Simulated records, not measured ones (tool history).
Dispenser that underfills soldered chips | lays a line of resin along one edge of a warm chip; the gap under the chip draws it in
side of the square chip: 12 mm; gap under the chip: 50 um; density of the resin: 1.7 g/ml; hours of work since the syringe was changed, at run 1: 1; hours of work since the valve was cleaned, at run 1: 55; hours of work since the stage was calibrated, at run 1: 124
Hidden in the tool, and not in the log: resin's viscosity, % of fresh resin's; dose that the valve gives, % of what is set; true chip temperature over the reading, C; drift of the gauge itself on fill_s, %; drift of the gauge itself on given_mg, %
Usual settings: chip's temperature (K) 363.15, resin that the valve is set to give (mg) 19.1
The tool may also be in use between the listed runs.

run,hour,chip's temperature (K),resin that the valve is set to give (mg),hours of work since the syringe was changed,hours of work since the valve was cleaned,hours of work since the stage was calibrated,time until the resin shows at the far edge (s),resin that the valve gave (mg)
1,0,363.15,19.1,1,55,124,47.5,18.09
2,7.2,363.15,19.1,6,60,129,72.8,17.92
# hour 8.8: new syringe of resin
3,11.1,363.15,19.1,2,63,132,52.3,18.18
4,17.1,363.15,19.1,6,67,136,73.6,18.01
# hour 19: new syringe of resin
5,23.8,363.15,19.1,3,72,140,59.8,17.84
# hour 29.1: new syringe of resin
6,31.4,363.15,19.1,2,77,146,50.5,17.99
# hour 35.3: dispensing valve cleaned and set on the balance
7,36.5,355.15,19.1,5,1,149,82.9,19.05
# hour 40.5: new syringe of resin
8,41.9,371.15,22,1,5,152,37.2,21.66

The next listed run, before its measurement:
9,47.6,365.15,22,5,9,157,?,?

Run 9 gave time until the resin shows at the far edge (s) 60.7, resin that the valve gave (mg) 21.71.
Without the tool's hidden state the same run would have given time until the resin shows at the far edge (s) 42.4, resin that the valve gave (mg) 21.9.
